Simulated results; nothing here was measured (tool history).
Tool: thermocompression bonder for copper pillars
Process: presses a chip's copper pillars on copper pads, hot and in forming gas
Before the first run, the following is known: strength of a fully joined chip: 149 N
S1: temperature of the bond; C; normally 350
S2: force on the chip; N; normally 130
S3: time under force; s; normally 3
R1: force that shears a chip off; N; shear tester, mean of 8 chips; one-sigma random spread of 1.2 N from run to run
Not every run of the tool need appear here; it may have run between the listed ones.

run	hour	S1	S2	S3	R1
1	0.0	350	130	3	103.2
2	6.0	356	130	3	106.5
3	12.8	356	130	3	106.5
4	19.6	356	130	3	104.6
5	30.6	356	130	3	104.8
6	42.4	356	130	3	106.6
7	53.5	356	80	3	80.1
8	62.9	350	130	3	101.4
9	74.7	350	145	3	106.5
10	84.9	350	145	3	106.5
11	91.3	350	130	3	102.6
12	97.0	350	130	3	102.3
# hour 99.5: force cell calibrated
13	108.5	350	130	3	99.2
14	115.2	370	107	3	103.8
# hour 126.1: heater calibrated with a thermocouple chip
15	128.3	370	107	3	108.8
16	139.0	370	107	3	106.9
# hour 147.7: force cell calibrated, once more
17	152.2	370	107	3	108.1
18	160.4	350	158	3	114.6
19	168.5	350	155	2	102.8
20	174.7	350	155	2	101.7
21	179.7	350	155	2	102.0
22	184.7	374	178	2	123.2
23	190.6	350	95	3	88.4
24	201.4	350	95	3	86.8
25	210.5	367	137	7	131.0

What if the next run were any one of these 3? Each begins from the tool's condition after run 25:
A	221.7	353	153	9	?
B	221.7	326	134	8	?
C	221.7	367	162	3	?

run	R1
A	129.7
B	110.4
C	122.0
With no hidden state in the tool, these same runs would have given:
run	R1
A	138.3
B	117.9
C	130.1

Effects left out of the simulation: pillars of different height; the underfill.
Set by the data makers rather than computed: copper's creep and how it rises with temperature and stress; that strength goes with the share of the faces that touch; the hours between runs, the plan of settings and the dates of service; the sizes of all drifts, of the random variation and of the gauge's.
